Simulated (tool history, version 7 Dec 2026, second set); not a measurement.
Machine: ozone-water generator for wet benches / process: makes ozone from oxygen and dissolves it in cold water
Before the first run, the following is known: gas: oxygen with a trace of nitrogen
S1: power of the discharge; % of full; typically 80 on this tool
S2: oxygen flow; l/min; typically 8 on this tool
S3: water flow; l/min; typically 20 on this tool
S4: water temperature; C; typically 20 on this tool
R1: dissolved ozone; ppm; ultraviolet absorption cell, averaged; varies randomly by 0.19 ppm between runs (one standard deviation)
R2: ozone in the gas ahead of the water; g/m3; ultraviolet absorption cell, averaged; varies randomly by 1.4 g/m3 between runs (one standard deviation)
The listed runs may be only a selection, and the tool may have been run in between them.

run     day  S1     S2  S3  S4    R1     R2
  1       0  80      8  20  20  27.5  250.8
  2   1.038  80      8  23  20  24.6  252.5
  3    2.15  80      8  23  15  26.9  255.1
  4   2.733  76      8  20  20  26.6  247.5
  5   3.325  76      8  20  20    26  248.7
  6   4.467  80  11.91  20  20  27.7  222.2
  7   5.083  80  11.91  20  20    28    226
  8   5.779  80  11.91  20  20    28    225
  9   6.896  80  11.91  20  20    28  224.4
 10   7.583  80  11.91  20  20  27.9  225.9
 11   8.796  80      8  20  20  27.2  259.1
 12   9.992  80      8  20  20  27.6    260
 13   11.15  80      8  20  20  27.3    260
 14  12.438  80      8  13  20  35.5  259.2
     12.804  -- gauge calibrated
 15  13.092  80      8  20  20  27.3  253.4
 16  13.629  45  13.32  14  14  25.6  142.8
 17  14.742  45  13.32  14  14  25.7  143.8
 18  15.971  80      8  19  25  25.7  255.7
 19  16.812  85  12.34  20  26  25.6    228
 20  17.812  85      4  26  26  18.7  338.9
 21  18.467  85      4  26  26  18.6  336.5
 22  19.121  80   13.2  20  20  27.7  215.8
 23  19.879  80   13.2  23  20  25.8  217.7
 24  20.446  88   8.53  20  24  27.1  269.2
 25  21.275  43   8.53  20  24  16.5  163.4
 26  21.946  43   8.53  20  24  16.4    163
 27  22.683  43   8.53  20  24  16.4  164.6
 28  23.358  47   8.53  13  24  22.2  174.5
 29  24.517  47   8.53  13  24  22.6  176.5
 30  25.783  84   5.07  13  27  31.5  313.1

3 options for the next run, each taken on its own from the tool as it stands now. Forecast them:
  A  26.767  84  6.26  13  27   ?   ?
  B  26.767  63  8.65  20  25   ?   ?
  C  26.767  80     8  20  15   ?   ?

run    R1     R2
  A  31.5    292
  B  20.9  216.3
  C  29.8  259.2
Had the tool no hidden state, the same runs would have come out as:
run    R1     R2
  A  31.5  283.7
  B  20.9  210.1
  C  29.9  251.8
